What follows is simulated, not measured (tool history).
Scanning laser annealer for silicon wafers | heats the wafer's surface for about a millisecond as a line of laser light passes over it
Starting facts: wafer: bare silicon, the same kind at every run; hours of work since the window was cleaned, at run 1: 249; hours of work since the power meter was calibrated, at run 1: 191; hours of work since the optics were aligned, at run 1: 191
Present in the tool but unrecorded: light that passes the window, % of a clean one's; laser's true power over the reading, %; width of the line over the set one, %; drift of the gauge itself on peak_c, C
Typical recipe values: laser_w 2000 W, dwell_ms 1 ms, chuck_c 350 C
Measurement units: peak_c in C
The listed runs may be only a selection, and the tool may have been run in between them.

run	day	laser_w	dwell_ms	chuck_c	hours of work since the window was cleaned	hours of work since the power meter was calibrated	hours of work since the optics were aligned	peak_c
1	0	2000	1	350	249	191	191	1101
2	2.342	2000	1	350	285	227	227	1096
3	4.117	2000	1	350	313	255	255	1091
4	5.771	2000	1	350	339	281	281	1089
5	8.267	2000	1	350	378	320	320	1089
# day 10.779: window over the wafer cleaned
6	10.921	1704	1	350	2	360	360	1008
7	12.729	1704	1	350	31	388	388	1004
8	14.758	1704	1	350	62	420	420	1001
9	15.967	1704	1	350	81	439	439	1000
10	18.338	1704	1	350	118	476	476	996
11	20.525	1704	1	350	152	510	510	995
12	22.442	1888	1	350	182	540	540	1064
13	23.867	1883	1	382	205	563	563	1086
# day 24.108: laser's power meter calibrated
14	26.25	1919	1	350	240	34	598	1070
15	27.767	1919	1	350	264	57	622	1065
16	30.308	1919	1	350	304	97	661	1059
17	33.017	1862	0.92	350	346	139	704	1006
18	35.2	1949	0.92	350	380	174	738	1034
19	36.992	1769	0.72	388	408	202	766	929
# day 37.717: window over the wafer cleaned
# day 38.238: laser's power meter calibrated, once more
20	39.95	2000	1.13	357	33	27	809	1177
21	41.096	2000	1.13	355	51	45	827	1175

Estimate the outcome of run 22 from the log above:
22	42.562	2000	1.13	355	74	68	850	?

Run 22 produced peak_c 1170 C.
If the tool had no hidden condition, the same run with the same run-to-run variation would have returned peak_c 1186 C.
